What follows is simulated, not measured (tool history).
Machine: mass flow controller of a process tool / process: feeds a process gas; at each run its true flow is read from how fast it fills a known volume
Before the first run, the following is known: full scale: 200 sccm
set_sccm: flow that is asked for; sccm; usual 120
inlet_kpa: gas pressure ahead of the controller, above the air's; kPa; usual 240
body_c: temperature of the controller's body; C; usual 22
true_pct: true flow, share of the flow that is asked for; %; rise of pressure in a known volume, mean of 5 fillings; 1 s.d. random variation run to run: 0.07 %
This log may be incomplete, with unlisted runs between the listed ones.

{"run": 1, "hour": 0.0, "set_sccm": 120, "inlet_kpa": 240, "body_c": 22, "true_pct": 98.67}
{"run": 2, "hour": 57.9, "set_sccm": 120, "inlet_kpa": 240, "body_c": 22, "true_pct": 98.85}
{"run": 3, "hour": 141.8, "set_sccm": 120, "inlet_kpa": 240, "body_c": 22, "true_pct": 98.85}
{"run": 4, "hour": 227.4, "set_sccm": 120, "inlet_kpa": 240, "body_c": 22, "true_pct": 98.9}
{"run": 5, "hour": 314.5, "set_sccm": 120, "inlet_kpa": 240, "body_c": 22, "true_pct": 99.08}
{"run": 6, "hour": 398.4, "set_sccm": 120, "inlet_kpa": 262, "body_c": 22, "true_pct": 99.18}
{"run": 7, "hour": 456.9, "set_sccm": 120, "inlet_kpa": 262, "body_c": 22, "true_pct": 99.21}
{"run": 8, "hour": 528.5, "set_sccm": 120, "inlet_kpa": 262, "body_c": 22, "true_pct": 99.19}
{"run": 9, "hour": 591.5, "set_sccm": 61, "inlet_kpa": 240, "body_c": 22, "true_pct": 98.3}
{"run": 10, "hour": 663.7, "set_sccm": 68, "inlet_kpa": 240, "body_c": 22, "true_pct": 98.37}
{"run": 11, "hour": 741.5, "set_sccm": 120, "inlet_kpa": 240, "body_c": 24, "true_pct": 99.37}
{"run": 12, "hour": 782.2, "set_sccm": 120, "inlet_kpa": 240, "body_c": 25, "true_pct": 99.62}
{"run": 13, "hour": 861.1, "set_sccm": 120, "inlet_kpa": 235, "body_c": 25, "true_pct": 99.49}
{"run": 14, "hour": 905.9, "set_sccm": 53, "inlet_kpa": 240, "body_c": 22, "true_pct": 98.46}
{"run": 15, "hour": 976.3, "set_sccm": 147, "inlet_kpa": 196, "body_c": 31, "true_pct": 100.42}
{"run": 16, "hour": 1029.4, "set_sccm": 147, "inlet_kpa": 196, "body_c": 31, "true_pct": 100.45}
{"run": 17, "hour": 1068.6, "set_sccm": 65, "inlet_kpa": 220, "body_c": 24, "true_pct": 98.98}
{"run": 18, "hour": 1155.4, "set_sccm": 65, "inlet_kpa": 168, "body_c": 32, "true_pct": 99.35}
{"run": 19, "hour": 1234.0, "set_sccm": 21, "inlet_kpa": 240, "body_c": 27, "true_pct": 99.55}
{"hour": 1240.8, "done": "controller's zero set anew"}
{"run": 20, "hour": 1288.3, "set_sccm": 120, "inlet_kpa": 250, "body_c": 25, "true_pct": 99.92}
{"run": 21, "hour": 1345.3, "set_sccm": 120, "inlet_kpa": 157, "body_c": 25, "true_pct": 99.43}
{"run": 22, "hour": 1402.4, "set_sccm": 24, "inlet_kpa": 157, "body_c": 24, "true_pct": 98.99}
{"run": 23, "hour": 1447.0, "set_sccm": 24, "inlet_kpa": 157, "body_c": 24, "true_pct": 98.99}
{"run": 24, "hour": 1507.6, "set_sccm": 125, "inlet_kpa": 224, "body_c": 39, "true_pct": 101.58}
{"run": 25, "hour": 1593.6, "set_sccm": 125, "inlet_kpa": 224, "body_c": 39, "true_pct": 101.53}
{"hour": 1608.2, "done": "controller's zero set anew, once more"}
{"run": 26, "hour": 1672.9, "set_sccm": 70, "inlet_kpa": 262, "body_c": 22, "true_pct": 99.07}
{"run": 27, "hour": 1749.0, "set_sccm": 49, "inlet_kpa": 168, "body_c": 32, "true_pct": 99.16}
{"run": 28, "hour": 1796.8, "set_sccm": 49, "inlet_kpa": 168, "body_c": 32, "true_pct": 99.19}

5 options for the next run, each taken on its own from the tool as it stands now. Forecast them:
{"run": "A", "hour": 1849.2, "set_sccm": 49, "inlet_kpa": 168, "body_c": 27, "true_pct": "?"}
{"run": "B", "hour": 1849.2, "set_sccm": 49, "inlet_kpa": 231, "body_c": 38, "true_pct": "?"}
{"run": "C", "hour": 1849.2, "set_sccm": 120, "inlet_kpa": 240, "body_c": 32, "true_pct": "?"}
{"run": "D", "hour": 1849.2, "set_sccm": 49, "inlet_kpa": 141, "body_c": 32, "true_pct": "?"}
{"run": "E", "hour": 1849.2, "set_sccm": 112, "inlet_kpa": 168, "body_c": 32, "true_pct": "?"}

run=A true_pct=98.7
run=B true_pct=100.28
run=C true_pct=100.7
run=D true_pct=99.05
run=E true_pct=100.17
What these runs would have given with no unlogged condition in the tool:
run=A true_pct=97.51
run=B true_pct=99.09
run=C true_pct=99.64
run=D true_pct=97.87
run=E true_pct=99.11

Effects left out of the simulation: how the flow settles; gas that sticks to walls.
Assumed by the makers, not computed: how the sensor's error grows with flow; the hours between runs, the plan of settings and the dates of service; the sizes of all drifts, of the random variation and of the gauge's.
